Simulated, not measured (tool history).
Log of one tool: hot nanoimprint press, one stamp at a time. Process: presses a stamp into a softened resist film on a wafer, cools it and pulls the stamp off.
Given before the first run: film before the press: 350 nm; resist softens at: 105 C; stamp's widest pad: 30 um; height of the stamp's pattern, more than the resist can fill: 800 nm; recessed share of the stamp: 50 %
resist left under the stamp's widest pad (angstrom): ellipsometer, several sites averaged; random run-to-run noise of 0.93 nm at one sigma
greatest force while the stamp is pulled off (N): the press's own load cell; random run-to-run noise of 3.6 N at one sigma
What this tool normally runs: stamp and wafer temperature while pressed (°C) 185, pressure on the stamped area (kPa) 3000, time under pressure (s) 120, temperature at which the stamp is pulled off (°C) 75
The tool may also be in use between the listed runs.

run   hour  stamp and wafer temperature while pressed (°C)  pressure on the stamped area (kPa)  time under pressure (s)  temperature at which the stamp is pulled off (°C)  resist left under the stamp's widest pad (angstrom)  greatest force while the stamp is pulled off (N)
  1    0.0                                             185                                3000                      120                                                 75                                                 1504                                               238
  2   20.0                                             185                                3000                      120                                                 75                                                 1500                                               234
  3   37.3                                             185                                3000                      120                                                 75                                                 1506                                               232
  4   48.9                                             185                                3000                      137                                                 75                                                 1436                                               234
  5   67.7                                             185                                3000                      137                                                 75                                                 1432                                               239
  6   84.3                                             185                                3000                      137                                                 75                                                 1435                                               237
  7  101.9                                             185                                3000                      123                                                 75                                                 1478                                               229
  8  122.7                                             185                                3000                      123                                                 75                                                 1472                                               232
  9  133.8                                             185                                3000                      120                                                 75                                                 1509                                               242
 10  143.2                                             185                                3000                      120                                                 75                                                 1497                                               233
 11  154.1                                             185                                3000                       78                                                 83                                                 1711                                               185
 12  169.7                                             175                                2150                      188                                                 76                                                 2216                                               229
 13  184.6                                             178                                3000                      120                                                 66                                                 1919                                               285
     197.7  -- stamp cleaned and given a new release coat
 14  202.6                                             185                                3920                      120                                                 66                                                 1271                                               293
 15  217.6                                             185                                3920                       83                                                 66                                                 1436                                               284
 16  226.2                                             185                                3920                       83                                                 66                                                 1447                                               278
 17  246.1                                             185                                3920                       83                                                 66                                                 1434                                               281
 18  256.9                                             185                                3920                       83                                                 66                                                 1433                                               284
 19  271.4                                             185                                1860                      173                                                 72                                                 1732                                               245
 20  281.9                                             177                                3000                      120                                                 75                                                 1979                                               236

3 ways to go on from here, each from the tool as it stands after run 20. What would each give?
     291.8  -- plate thermocouple calibrated
  A  302.4                                             193                                3170                      221                                                 75                                                    ?                                                 ?
     291.8  -- plate thermocouple calibrated
  B  302.4                                             177                                3000                      120                                                 69                                                    ?                                                 ?
     291.8  -- plate thermocouple calibrated
  C  302.4                                             177                                3000                      192                                                 75                                                    ?                                                 ?

run  resist left under the stamp's widest pad (angstrom)  greatest force while the stamp is pulled off (N)
  A                                                  869                                               240
  B                                                 1986                                               272
  C                                                 1718                                               241
With the hidden condition removed and each run's random variation left untouched, the same runs would have given:
run  resist left under the stamp's widest pad (angstrom)  greatest force while the stamp is pulled off (N)
  A                                                  868                                               240
  B                                                 1984                                               271
  C                                                 1715                                               240

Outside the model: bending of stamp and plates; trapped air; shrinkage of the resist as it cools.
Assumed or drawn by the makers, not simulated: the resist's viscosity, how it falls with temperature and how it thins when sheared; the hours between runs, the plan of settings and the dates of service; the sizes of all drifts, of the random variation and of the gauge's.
